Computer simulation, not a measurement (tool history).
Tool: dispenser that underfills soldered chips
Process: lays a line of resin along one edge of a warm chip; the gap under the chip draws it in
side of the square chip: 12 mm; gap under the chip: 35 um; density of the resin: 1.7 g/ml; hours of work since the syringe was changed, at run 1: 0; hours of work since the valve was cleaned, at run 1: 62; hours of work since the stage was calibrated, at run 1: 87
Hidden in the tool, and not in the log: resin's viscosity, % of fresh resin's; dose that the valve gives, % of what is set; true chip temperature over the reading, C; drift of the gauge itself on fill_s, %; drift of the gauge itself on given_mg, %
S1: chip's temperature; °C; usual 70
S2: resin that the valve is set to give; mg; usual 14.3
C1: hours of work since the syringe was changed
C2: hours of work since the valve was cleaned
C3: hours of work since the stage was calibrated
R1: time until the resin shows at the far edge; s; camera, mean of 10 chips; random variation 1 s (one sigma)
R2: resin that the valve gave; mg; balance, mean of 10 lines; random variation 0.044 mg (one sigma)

| run | hour | S1 | S2 | C1 | C2 | C3 | R1 | R2 |
|---|---|---|---|---|---|---|---|---|
| 1 | 0.0 | 70 | 14.3 | 0 | 62 | 87 | 97.8 | 13.77 |
| 2 | 3.6 | 70 | 14.3 | 3 | 64 | 90 | 117.2 | 13.78 |
| 3 | 6.4 | 70 | 14.3 | 5 | 67 | 92 | 134.2 | 13.83 |
| 4 | 8.6 | 70 | 14.3 | 7 | 68 | 94 | 150.6 | 13.74 |
|  | 10.2 | dispensing valve cleaned and set on the balance |
|  | 12.8 | new syringe of resin |
| 5 | 14.5 | 70 | 14.3 | 1 | 3 | 97 | 107.5 | 14.30 |
| 6 | 18.0 | 66 | 14.3 | 4 | 6 | 100 | 164.0 | 14.24 |
| 7 | 21.7 | 66 | 14.3 | 7 | 9 | 103 | 194.1 | 14.22 |
|  | 25.0 | new syringe of resin |
| 8 | 25.9 | 66 | 14.3 | 1 | 12 | 106 | 130.0 | 14.13 |
| 9 | 30.6 | 66 | 14.3 | 4 | 16 | 110 | 160.8 | 14.23 |
| 10 | 34.5 | 70 | 14.3 | 7 | 19 | 113 | 157.1 | 14.16 |
|  | 36.8 | new syringe of resin |
| 11 | 39.0 | 70 | 14.3 | 2 | 22 | 116 | 113.3 | 14.13 |
| 12 | 42.7 | 70 | 14.3 | 5 | 25 | 119 | 132.8 | 14.12 |
| 13 | 47.2 | 70 | 14.3 | 8 | 28 | 123 | 167.7 | 14.07 |
|  | 48.8 | new syringe of resin |
| 14 | 51.3 | 70 | 15.2 | 2 | 31 | 126 | 106.6 | 14.92 |
| 15 | 53.9 | 70 | 15.2 | 4 | 33 | 128 | 121.6 | 14.94 |
| 16 | 58.5 | 65 | 14.3 | 8 | 37 | 131 | 204.0 | 13.94 |
|  | 60.9 | new syringe of resin |
| 17 | 61.0 | 65 | 14.3 | 0 | 39 | 133 | 128.7 | 13.99 |
| 18 | 64.7 | 70 | 14.3 | 3 | 42 | 136 | 121.3 | 13.93 |
| 19 | 69.5 | 83 | 13.3 | 7 | 45 | 140 | 76.9 | 13.04 |
| 20 | 72.3 | 83 | 13.3 | 9 | 48 | 142 | 90.6 | 12.99 |
|  | 72.9 | new syringe of resin |
| 21 | 76.0 | 57 | 13.1 | 2 | 50 | 145 | 240.6 | 12.79 |
| 22 | 78.7 | 57 | 13.1 | 5 | 52 | 147 | 275.7 | 12.77 |
| 23 | 82.4 | 57 | 13.1 | 7 | 55 | 150 | 327.2 | 12.71 |
|  | 85.0 | new syringe of resin |
| 24 | 85.8 | 63 | 15.2 | 1 | 58 | 152 | 148.9 | 14.76 |
| 25 | 89.6 | 63 | 15.2 | 4 | 61 | 155 | 182.4 | 14.71 |
| 26 | 92.5 | 69 | 15.9 | 6 | 63 | 157 | 150.2 | 15.28 |
| 27 | 94.5 | 61 | 18.1 | 7 | 65 | 159 | 256.4 | 17.37 |
|  | 96.9 | new syringe of resin |
| 28 | 97.2 | 74 | 12.6 | 0 | 67 | 161 | 81.3 | 12.12 |
| 29 | 99.2 | 68 | 14.3 | 2 | 68 | 162 | 121.9 | 13.78 |
|  | 101.3 | dispensing valve cleaned and set on the balance |
| 30 | 102.3 | 68 | 14.3 | 3 | 1 | 164 | 136.1 | 14.26 |
| 31 | 105.0 | 68 | 14.3 | 6 | 3 | 166 | 157.2 | 14.20 |
| 32 | 107.8 | 57 | 13.0 | 8 | 5 | 168 | 337.6 | 12.91 |
|  | 110.0 | new syringe of resin |
| 33 | 112.8 | 83 | 14.3 | 2 | 9 | 172 | 56.1 | 14.21 |
| 34 | 117.4 | 83 | 14.3 | 6 | 12 | 176 | 72.1 | 14.18 |
| 35 | 119.5 | 56 | 14.2 | 8 | 14 | 177 | 346.6 | 14.08 |

The same runs without the tool's hidden state, with the same run-to-run variation:
| run | R1 | R2 |
|---|---|---|
| 1 | 99.7 | 14.25 |
| 2 | 99.5 | 14.29 |
| 3 | 98.4 | 14.36 |
| 4 | 98.9 | 14.28 |
| 5 | 99.4 | 14.30 |
| 6 | 126.9 | 14.27 |
| 7 | 124.0 | 14.28 |
| 8 | 125.2 | 14.21 |
| 9 | 121.7 | 14.34 |
| 10 | 97.4 | 14.29 |
| 11 | 101.7 | 14.29 |
| 12 | 98.8 | 14.31 |
| 13 | 99.3 | 14.29 |
| 14 | 98.4 | 15.18 |
| 15 | 98.6 | 15.22 |
| 16 | 130.5 | 14.23 |
| 17 | 130.7 | 14.30 |
| 18 | 101.8 | 14.26 |
| 19 | 50.3 | 13.38 |
| 20 | 51.3 | 13.34 |
| 21 | 211.6 | 13.16 |
| 22 | 210.8 | 13.16 |
| 23 | 207.8 | 13.12 |
| 24 | 146.6 | 15.25 |
| 25 | 147.7 | 15.23 |
| 26 | 105.0 | 15.84 |
| 27 | 162.4 | 18.03 |
| 28 | 81.2 | 12.58 |
| 29 | 110.4 | 14.33 |
| 30 | 111.0 | 14.29 |
| 31 | 111.5 | 14.25 |
| 32 | 207.8 | 12.97 |
| 33 | 49.8 | 14.30 |
| 34 | 50.5 | 14.31 |
| 35 | 219.0 | 14.22 |

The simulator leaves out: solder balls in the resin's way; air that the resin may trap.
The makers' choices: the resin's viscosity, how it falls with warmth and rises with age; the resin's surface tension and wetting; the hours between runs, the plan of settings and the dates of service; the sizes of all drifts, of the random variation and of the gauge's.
